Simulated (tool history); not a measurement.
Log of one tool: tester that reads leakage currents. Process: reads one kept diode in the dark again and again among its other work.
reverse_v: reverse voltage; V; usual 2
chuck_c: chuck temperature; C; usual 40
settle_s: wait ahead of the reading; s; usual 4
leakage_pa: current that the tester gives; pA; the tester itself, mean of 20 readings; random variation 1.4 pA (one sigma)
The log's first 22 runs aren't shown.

run    hour  reverse_v  chuck_c  settle_s  leakage_pa
 23   826.6       1.58       40      4.01      415.47
 24   869.4          2       24      0.51      107.52
 25   915.3       9.83       23      1.36      166.43
 26   965.5       9.83       23      1.36       166.2
 27   992.2        1.1       31      2.83         168
 28  1042.7        1.1       31      0.41      167.83
 29  1065.9          2       44         4      629.85
 30  1098.3       1.45       29         4      154.01
 31  1142.3       1.45       29         4      153.58
 32  1190.6       5.78       47         4     1146.38
 33  1245.5          2       48         4      875.72
 34    1279        4.9       40      4.17      608.12
 35  1328.6        4.9       40      4.17      608.89
 36  1373.7        4.9       40      4.17      608.42
 37  1412.7        4.9       40      4.17      608.78
 38  1461.9         18       33      1.63       508.8
 39  1496.2      14.19       28      2.44      297.74

3 ways to go on from here, each from the tool as it stands after run 39. What would each give?
  A  1522.9       6.01       40       0.4           ?
  B  1522.9      14.19       25      8.93           ?
  C  1522.9      14.19       41      2.44           ?

run  leakage_pa
  A      651.76
  B      226.25
  C      939.21
Without the tool's hidden state the same runs would have given:
run  leakage_pa
  A      651.43
  B      226.08
  C      938.72
